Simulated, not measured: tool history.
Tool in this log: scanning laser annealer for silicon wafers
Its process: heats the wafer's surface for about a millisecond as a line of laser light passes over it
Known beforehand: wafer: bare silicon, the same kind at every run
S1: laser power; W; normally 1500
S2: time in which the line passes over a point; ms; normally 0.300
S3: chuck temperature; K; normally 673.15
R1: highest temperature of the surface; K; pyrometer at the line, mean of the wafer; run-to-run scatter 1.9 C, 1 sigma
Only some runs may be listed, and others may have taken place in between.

| run | hour | S1 | S2 | S3 | R1 |
|---|---|---|---|---|---|
| 1 | 0.0 | 1500 | 0.300 | 673.15 | 1457.15 |
| 2 | 59.2 | 1499 | 0.300 | 673.15 | 1456.15 |
| 3 | 102.1 | 1499 | 0.300 | 673.15 | 1453.15 |
| 4 | 201.2 | 1500 | 0.300 | 673.15 | 1447.15 |
| 5 | 280.0 | 1500 | 0.300 | 673.15 | 1444.15 |
| 6 | 332.8 | 1500 | 0.300 | 673.15 | 1440.15 |
| 7 | 423.0 | 1500 | 0.300 | 673.15 | 1440.15 |
| 8 | 497.6 | 1500 | 0.300 | 673.15 | 1435.15 |
| 9 | 581.6 | 1500 | 0.300 | 673.15 | 1434.15 |
|  | 623.0 | window over the wafer cleaned |
| 10 | 634.5 | 1500 | 0.300 | 635.15 | 1426.15 |
| 11 | 684.6 | 1566 | 0.300 | 635.15 | 1467.15 |
| 12 | 736.6 | 1500 | 0.300 | 673.15 | 1458.15 |
| 13 | 815.1 | 1500 | 0.300 | 673.15 | 1461.15 |
| 14 | 883.3 | 1604 | 0.219 | 656.15 | 1366.15 |
| 15 | 962.3 | 1351 | 0.300 | 673.15 | 1357.15 |
| 16 | 1034.3 | 1538 | 0.225 | 703.15 | 1380.15 |
| 17 | 1104.8 | 1538 | 0.225 | 634.15 | 1311.15 |
| 18 | 1173.0 | 1538 | 0.225 | 634.15 | 1308.15 |
| 19 | 1224.4 | 1538 | 0.225 | 634.15 | 1304.15 |
| 20 | 1308.7 | 1538 | 0.322 | 634.15 | 1452.15 |
| 21 | 1402.3 | 1538 | 0.322 | 634.15 | 1448.15 |
| 22 | 1444.6 | 1538 | 0.322 | 634.15 | 1443.15 |

Forecast run 23:
| 23 | 1545.3 | 1395 | 0.272 | 705.15 | ? |

R1: 1356.15 K
Take away the tool's hidden state, keep the run-to-run variation as it was, and the same run would have given R1 1400.15 K.
